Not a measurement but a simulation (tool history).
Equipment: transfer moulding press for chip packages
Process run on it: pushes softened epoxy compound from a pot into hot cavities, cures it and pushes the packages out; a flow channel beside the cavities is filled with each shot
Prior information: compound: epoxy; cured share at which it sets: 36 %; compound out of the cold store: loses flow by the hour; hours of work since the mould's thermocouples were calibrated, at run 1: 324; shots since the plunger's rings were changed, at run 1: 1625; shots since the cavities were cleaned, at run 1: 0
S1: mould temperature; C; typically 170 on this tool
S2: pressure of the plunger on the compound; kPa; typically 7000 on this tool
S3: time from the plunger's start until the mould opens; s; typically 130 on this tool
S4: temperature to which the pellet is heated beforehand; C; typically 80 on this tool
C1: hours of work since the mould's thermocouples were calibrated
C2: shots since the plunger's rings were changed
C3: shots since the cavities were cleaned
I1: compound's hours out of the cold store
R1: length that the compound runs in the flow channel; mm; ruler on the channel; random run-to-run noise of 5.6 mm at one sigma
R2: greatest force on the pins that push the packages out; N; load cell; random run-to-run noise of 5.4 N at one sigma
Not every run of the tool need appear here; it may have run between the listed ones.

run 1 hour=0 | S1=170 S2=7000 S3=130 S4=80 | C1=324 C2=1625 C3=0 | I1=30 | R1=649 R2=190
run 2 hour=9.5 | S1=170 S2=7000 S3=130 S4=80 | C1=331 C2=1726 C3=101 | I1=43.1 | R1=607 R2=187
run 3 hour=23.7 | S1=170 S2=7000 S3=130 S4=76 | C1=341 C2=1878 C3=253 | I1=9.3 | R1=706 R2=201
run 4 hour=34.5 | S1=170 S2=7000 S3=130 S4=76 | C1=349 C2=1994 C3=369 | I1=12.6 | R1=690 R2=201
run 5 hour=46.8 | S1=170 S2=7000 S3=130 S4=76 | C1=359 C2=2125 C3=500 | I1=38.2 | R1=621 R2=184
run 6 hour=61 | S1=170 S2=7000 S3=130 S4=76 | C1=369 C2=2277 C3=652 | I1=38.1 | R1=620 R2=193
run 7 hour=77.1 | S1=170 S2=7000 S3=130 S4=76 | C1=381 C2=2449 C3=824 | I1=30.9 | R1=643 R2=188
run 8 hour=88 | S1=170 S2=7000 S3=130 S4=76 | C1=389 C2=2565 C3=940 | I1=20.6 | R1=665 R2=198
run 9 hour=99 | S1=170 S2=7000 S3=130 S4=73 | C1=398 C2=2684 C3=1059 | I1=42.9 | R1=608 R2=188
-- hour=101.8 cavities cleaned with cleaning compound and waxed
run 10 hour=116.3 | S1=170 S2=7000 S3=130 S4=73 | C1=409 C2=2852 C3=155 | I1=16.6 | R1=677 R2=188
run 11 hour=131.6 | S1=170 S2=7000 S3=130 S4=73 | C1=421 C2=3015 C3=318 | I1=9.2 | R1=708 R2=195
run 12 hour=145 | S1=170 S2=7000 S3=130 S4=73 | C1=431 C2=3159 C3=462 | I1=41.6 | R1=622 R2=187
run 13 hour=158.7 | S1=170 S2=7000 S3=130 S4=73 | C1=441 C2=3305 C3=608 | I1=15.5 | R1=689 R2=199
-- hour=166.2 plunger's sealing rings changed
run 14 hour=169.7 | S1=170 S2=7000 S3=130 S4=80 | C1=447 C2=37 C3=699 | I1=27 | R1=654 R2=194
run 15 hour=180.7 | S1=178 S2=5720 S3=130 S4=80 | C1=455 C2=154 C3=816 | I1=41.2 | R1=525 R2=174
run 16 hour=192.5 | S1=170 S2=6500 S3=116 S4=75 | C1=464 C2=281 C3=943 | I1=18.4 | R1=646 R2=222
run 17 hour=202.7 | S1=170 S2=6500 S3=116 S4=75 | C1=472 C2=390 C3=1052 | I1=45.4 | R1=576 R2=223
-- hour=206.6 cavities cleaned with cleaning compound and waxed
run 18 hour=215.6 | S1=171 S2=7410 S3=118 S4=85 | C1=480 C2=512 C3=97 | I1=46.9 | R1=621 R2=186
run 19 hour=231.1 | S1=171 S2=7410 S3=118 S4=85 | C1=492 C2=678 C3=263 | I1=29.5 | R1=665 R2=201
-- hour=241.2 mould's thermocouples calibrated
run 20 hour=242.5 | S1=171 S2=7410 S3=118 S4=85 | C1=1 C2=778 C3=363 | I1=34.1 | R1=643 R2=199
run 21 hour=254.5 | S1=174 S2=6480 S3=130 S4=89 | C1=10 C2=906 C3=491 | I1=38 | R1=581 R2=177
run 22 hour=261.5 | S1=163 S2=7000 S3=151 S4=80 | C1=15 C2=981 C3=566 | I1=29.2 | R1=677 R2=224
run 23 hour=271.7 | S1=163 S2=7000 S3=151 S4=80 | C1=23 C2=1090 C3=675 | I1=23.6 | R1=697 R2=235
run 24 hour=280.7 | S1=163 S2=7000 S3=151 S4=80 | C1=29 C2=1187 C3=772 | I1=24.2 | R1=693 R2=234
run 25 hour=290.5 | S1=175 S2=7520 S3=116 S4=84 | C1=37 C2=1291 C3=876 | I1=46.5 | R1=605 R2=174
run 26 hour=306.9 | S1=175 S2=7520 S3=116 S4=84 | C1=49 C2=1466 C3=1051 | I1=44.3 | R1=614 R2=185
-- hour=310.8 cavities cleaned with cleaning compound and waxed
run 27 hour=318.2 | S1=162 S2=6840 S3=135 S4=83 | C1=56 C2=1571 C3=79 | I1=33.7 | R1=661 R2=299
run 28 hour=332.5 | S1=162 S2=6840 S3=123 S4=87 | C1=67 C2=1724 C3=232 | I1=36 | R1=646 R2=348

3 ways to go on from here, each from the tool as it stands after run 28. What would each give?
run A hour=345.3 | S1=162 S2=8380 S3=129 S4=79 | C1=76 C2=1861 C3=369 | I1=23.5 | R1=? R2=?
run B hour=345.3 | S1=162 S2=6840 S3=132 S4=87 | C1=76 C2=1861 C3=369 | I1=39.3 | R1=? R2=?
run C hour=345.3 | S1=164 S2=7400 S3=130 S4=71 | C1=76 C2=1861 C3=369 | I1=19 | R1=? R2=?

run=A R1=752 R2=333
run=B R1=648 R2=306
run=C R1=719 R2=288
Stripped of hidden state, with their random variation kept, the same runs would have yielded:
run=A R1=752 R2=328
run=B R1=648 R2=302
run=C R1=719 R2=284
